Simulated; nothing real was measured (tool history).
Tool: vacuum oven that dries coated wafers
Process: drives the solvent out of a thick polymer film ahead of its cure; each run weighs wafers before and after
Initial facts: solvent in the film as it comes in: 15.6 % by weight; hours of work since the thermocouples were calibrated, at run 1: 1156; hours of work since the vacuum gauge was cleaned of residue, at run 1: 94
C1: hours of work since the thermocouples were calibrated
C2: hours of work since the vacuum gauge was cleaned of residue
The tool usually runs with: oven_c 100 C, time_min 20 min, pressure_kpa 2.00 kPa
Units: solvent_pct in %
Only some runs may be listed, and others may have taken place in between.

run 1 hour=0.0 | oven_c=100 time_min=20 pressure_kpa=2.00 | C1=1156 C2=94 | solvent_pct=1.81
-- hour=25.1 oven's thermocouples calibrated
run 2 hour=25.2 | oven_c=100 time_min=20 pressure_kpa=2.00 | C1=0 C2=107 | solvent_pct=1.70
run 3 hour=36.3 | oven_c=100 time_min=20 pressure_kpa=2.00 | C1=6 C2=114 | solvent_pct=1.68
run 4 hour=54.7 | oven_c=100 time_min=20 pressure_kpa=2.00 | C1=17 C2=124 | solvent_pct=1.71
run 5 hour=71.8 | oven_c=100 time_min=20 pressure_kpa=2.00 | C1=26 C2=134 | solvent_pct=1.66
run 6 hour=81.5 | oven_c=107 time_min=20 pressure_kpa=2.00 | C1=32 C2=139 | solvent_pct=0.78
run 7 hour=102.1 | oven_c=107 time_min=20 pressure_kpa=2.00 | C1=43 C2=151 | solvent_pct=0.82
-- hour=117.7 oven's thermocouples calibrated, once more
run 8 hour=127.5 | oven_c=100 time_min=23 pressure_kpa=2.00 | C1=6 C2=164 | solvent_pct=1.86
run 9 hour=140.1 | oven_c=93 time_min=20 pressure_kpa=2.00 | C1=13 C2=171 | solvent_pct=4.15
run 10 hour=151.1 | oven_c=93 time_min=20 pressure_kpa=2.00 | C1=19 C2=177 | solvent_pct=4.17
run 11 hour=174.6 | oven_c=93 time_min=20 pressure_kpa=2.00 | C1=32 C2=191 | solvent_pct=4.13
run 12 hour=189.8 | oven_c=93 time_min=20 pressure_kpa=2.00 | C1=41 C2=199 | solvent_pct=4.11
run 13 hour=200.6 | oven_c=93 time_min=20 pressure_kpa=2.00 | C1=47 C2=205 | solvent_pct=4.08
run 14 hour=212.7 | oven_c=100 time_min=20 pressure_kpa=2.00 | C1=54 C2=212 | solvent_pct=2.24
run 15 hour=230.0 | oven_c=100 time_min=20 pressure_kpa=2.00 | C1=63 C2=222 | solvent_pct=2.27
run 16 hour=240.5 | oven_c=100 time_min=20 pressure_kpa=2.00 | C1=69 C2=228 | solvent_pct=2.26
run 17 hour=259.5 | oven_c=100 time_min=20 pressure_kpa=2.00 | C1=80 C2=238 | solvent_pct=2.24
run 18 hour=276.0 | oven_c=100 time_min=20 pressure_kpa=2.00 | C1=89 C2=248 | solvent_pct=2.24
run 19 hour=291.5 | oven_c=100 time_min=20 pressure_kpa=2.00 | C1=98 C2=256 | solvent_pct=2.26
run 20 hour=305.4 | oven_c=100 time_min=20 pressure_kpa=2.00 | C1=106 C2=264 | solvent_pct=2.24
run 21 hour=325.9 | oven_c=100 time_min=20 pressure_kpa=2.28 | C1=117 C2=276 | solvent_pct=2.36
run 22 hour=335.7 | oven_c=100 time_min=20 pressure_kpa=1.06 | C1=123 C2=281 | solvent_pct=1.91
run 23 hour=359.1 | oven_c=102 time_min=20 pressure_kpa=2.00 | C1=136 C2=295 | solvent_pct=1.82
run 24 hour=379.3 | oven_c=88 time_min=17 pressure_kpa=1.97 | C1=147 C2=306 | solvent_pct=6.31
run 25 hour=392.5 | oven_c=107 time_min=31 pressure_kpa=2.39 | C1=155 C2=313 | solvent_pct=0.82
run 26 hour=416.3 | oven_c=107 time_min=31 pressure_kpa=2.39 | C1=168 C2=327 | solvent_pct=0.77
run 27 hour=437.1 | oven_c=110 time_min=14 pressure_kpa=5.87 | C1=180 C2=339 | solvent_pct=2.30
run 28 hour=449.9 | oven_c=110 time_min=14 pressure_kpa=5.87 | C1=187 C2=346 | solvent_pct=2.31
run 29 hour=471.2 | oven_c=106 time_min=13 pressure_kpa=2.00 | C1=199 C2=358 | solvent_pct=2.27
run 30 hour=491.8 | oven_c=88 time_min=12 pressure_kpa=5.68 | C1=211 C2=369 | solvent_pct=8.96
run 31 hour=511.9 | oven_c=88 time_min=18 pressure_kpa=5.68 | C1=222 C2=381 | solvent_pct=7.47
run 32 hour=528.2 | oven_c=88 time_min=18 pressure_kpa=5.68 | C1=231 C2=390 | solvent_pct=7.46
run 33 hour=544.0 | oven_c=88 time_min=18 pressure_kpa=5.68 | C1=240 C2=399 | solvent_pct=7.45
run 34 hour=566.0 | oven_c=88 time_min=18 pressure_kpa=5.68 | C1=253 C2=411 | solvent_pct=7.45
run 35 hour=583.1 | oven_c=88 time_min=18 pressure_kpa=5.68 | C1=262 C2=421 | solvent_pct=7.49
run 36 hour=603.2 | oven_c=88 time_min=18 pressure_kpa=5.68 | C1=274 C2=432 | solvent_pct=7.47
run 37 hour=627.1 | oven_c=109 time_min=13 pressure_kpa=2.00 | C1=287 C2=446 | solvent_pct=1.65
run 38 hour=650.6 | oven_c=109 time_min=13 pressure_kpa=2.00 | C1=300 C2=459 | solvent_pct=1.66
run 39 hour=673.7 | oven_c=86 time_min=18 pressure_kpa=5.68 | C1=313 C2=472 | solvent_pct=8.08
run 40 hour=689.2 | oven_c=90 time_min=18 pressure_kpa=2.10 | C1=322 C2=481 | solvent_pct=5.38
run 41 hour=710.0 | oven_c=110 time_min=14 pressure_kpa=5.50 | C1=334 C2=492 | solvent_pct=2.21
run 42 hour=733.6 | oven_c=100 time_min=20 pressure_kpa=4.14 | C1=347 C2=506 | solvent_pct=2.88
run 43 hour=751.1 | oven_c=105 time_min=12 pressure_kpa=1.72 | C1=357 C2=516 | solvent_pct=2.63
run 44 hour=768.4 | oven_c=105 time_min=12 pressure_kpa=3.37 | C1=367 C2=525 | solvent_pct=3.08
run 45 hour=781.2 | oven_c=89 time_min=16 pressure_kpa=2.00 | C1=374 C2=533 | solvent_pct=6.19
run 46 hour=793.5 | oven_c=89 time_min=16 pressure_kpa=2.00 | C1=381 C2=539 | solvent_pct=6.19

Hidden state at the last listed run before each entry between runs and at the first one after, where it differs:
After run 1, before run 2: oven's thermocouples calibrated (hour 25.1)
  true wafer temperature over the reading, C: 2.05 -> 2.68; true pressure over the reading, kPa: 0.038 -> 0.043
  measured minus no-state result, solvent_pct: -0.41 -> -0.52 %
After run 7, before run 8: oven's thermocouples calibrated, once more (hour 117.7)
  true wafer temperature over the reading, C: 2.76 -> -0.13; true pressure over the reading, kPa: 0.059 -> 0.063
  measured minus no-state result, solvent_pct: -0.24 -> +0.05 %
